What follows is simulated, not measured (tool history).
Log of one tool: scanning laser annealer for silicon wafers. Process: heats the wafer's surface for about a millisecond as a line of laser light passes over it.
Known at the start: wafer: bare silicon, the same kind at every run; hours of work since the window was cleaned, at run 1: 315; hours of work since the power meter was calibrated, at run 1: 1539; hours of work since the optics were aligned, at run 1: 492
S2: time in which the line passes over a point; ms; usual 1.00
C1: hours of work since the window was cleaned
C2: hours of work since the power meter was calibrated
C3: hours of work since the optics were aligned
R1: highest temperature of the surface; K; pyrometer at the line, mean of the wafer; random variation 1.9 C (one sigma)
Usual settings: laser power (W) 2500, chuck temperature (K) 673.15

{"run": 1, "day": 0.0, "laser power (W)": 2500, "S2": 1.0, "chuck temperature (K)": 673.15, "C1": 315, "C2": 1539, "C3": 492, "R1": 1398.15}
{"day": 2.108, "done": "window over the wafer cleaned"}
{"run": 2, "day": 2.108, "laser power (W)": 2500, "S2": 1.0, "chuck temperature (K)": 673.15, "C1": 0, "C2": 1573, "C3": 526, "R1": 1369.15}
{"run": 3, "day": 3.942, "laser power (W)": 2500, "S2": 1.0, "chuck temperature (K)": 673.15, "C1": 31, "C2": 1604, "C3": 557, "R1": 1365.15}
{"run": 4, "day": 6.567, "laser power (W)": 2500, "S2": 1.0, "chuck temperature (K)": 673.15, "C1": 75, "C2": 1648, "C3": 601, "R1": 1359.15}
{"run": 5, "day": 9.654, "laser power (W)": 2500, "S2": 1.0, "chuck temperature (K)": 673.15, "C1": 127, "C2": 1700, "C3": 653, "R1": 1348.15}
{"day": 10.883, "done": "window over the wafer cleaned, once more"}
{"run": 6, "day": 11.579, "laser power (W)": 2500, "S2": 1.0, "chuck temperature (K)": 673.15, "C1": 12, "C2": 1731, "C3": 684, "R1": 1432.15}
{"run": 7, "day": 13.017, "laser power (W)": 2500, "S2": 1.0, "chuck temperature (K)": 673.15, "C1": 36, "C2": 1755, "C3": 709, "R1": 1422.15}
{"run": 8, "day": 15.488, "laser power (W)": 2500, "S2": 1.0, "chuck temperature (K)": 673.15, "C1": 78, "C2": 1797, "C3": 750, "R1": 1420.15}
{"run": 9, "day": 18.646, "laser power (W)": 2500, "S2": 1.0, "chuck temperature (K)": 673.15, "C1": 131, "C2": 1851, "C3": 804, "R1": 1413.15}
{"run": 10, "day": 20.654, "laser power (W)": 2500, "S2": 1.12, "chuck temperature (K)": 673.15, "C1": 165, "C2": 1884, "C3": 838, "R1": 1440.15}
{"run": 11, "day": 23.75, "laser power (W)": 2500, "S2": 1.12, "chuck temperature (K)": 673.15, "C1": 217, "C2": 1937, "C3": 890, "R1": 1437.15}
{"run": 12, "day": 26.258, "laser power (W)": 2500, "S2": 1.12, "chuck temperature (K)": 673.15, "C1": 259, "C2": 1979, "C3": 932, "R1": 1433.15}
{"run": 13, "day": 27.975, "laser power (W)": 2500, "S2": 1.12, "chuck temperature (K)": 708.15, "C1": 288, "C2": 2008, "C3": 961, "R1": 1459.15}
{"day": 28.504, "done": "optics aligned, line set to its width"}
{"run": 14, "day": 31.383, "laser power (W)": 2500, "S2": 0.89, "chuck temperature (K)": 673.15, "C1": 342, "C2": 2062, "C3": 49, "R1": 1368.15}
{"day": 31.804, "done": "window over the wafer cleaned"}
{"run": 15, "day": 34.121, "laser power (W)": 2500, "S2": 0.89, "chuck temperature (K)": 673.15, "C1": 39, "C2": 2107, "C3": 93, "R1": 1402.15}
{"run": 16, "day": 35.442, "laser power (W)": 2538, "S2": 1.09, "chuck temperature (K)": 710.15, "C1": 61, "C2": 2129, "C3": 116, "R1": 1513.15}
{"run": 17, "day": 38.179, "laser power (W)": 2256, "S2": 1.19, "chuck temperature (K)": 710.15, "C1": 108, "C2": 2175, "C3": 162, "R1": 1434.15}
{"run": 18, "day": 39.579, "laser power (W)": 2500, "S2": 0.71, "chuck temperature (K)": 677.15, "C1": 131, "C2": 2199, "C3": 185, "R1": 1327.15}
{"run": 19, "day": 42.117, "laser power (W)": 2598, "S2": 0.94, "chuck temperature (K)": 657.15, "C1": 174, "C2": 2242, "C3": 228, "R1": 1413.15}
{"run": 20, "day": 45.212, "laser power (W)": 2708, "S2": 1.16, "chuck temperature (K)": 688.15, "C1": 226, "C2": 2294, "C3": 281, "R1": 1543.15}
{"run": 21, "day": 47.367, "laser power (W)": 2500, "S2": 1.0, "chuck temperature (K)": 649.15, "C1": 263, "C2": 2330, "C3": 317, "R1": 1383.15}
{"run": 22, "day": 50.246, "laser power (W)": 2500, "S2": 1.0, "chuck temperature (K)": 649.15, "C1": 311, "C2": 2379, "C3": 366, "R1": 1374.15}
{"day": 52.525, "done": "window over the wafer cleaned"}
{"run": 23, "day": 52.596, "laser power (W)": 2578, "S2": 0.72, "chuck temperature (K)": 673.15, "C1": 1, "C2": 2417, "C3": 404, "R1": 1355.15}

The next listed run, before its measurement:
{"run": 24, "day": 55.112, "laser power (W)": 2354, "S2": 1.0, "chuck temperature (K)": 644.15, "C1": 44, "C2": 2460, "C3": 446, "R1": "?"}

Run 24 gave R1 1349.15 K.
Without the tool's hidden state the same run would have given R1 1378.15 K.

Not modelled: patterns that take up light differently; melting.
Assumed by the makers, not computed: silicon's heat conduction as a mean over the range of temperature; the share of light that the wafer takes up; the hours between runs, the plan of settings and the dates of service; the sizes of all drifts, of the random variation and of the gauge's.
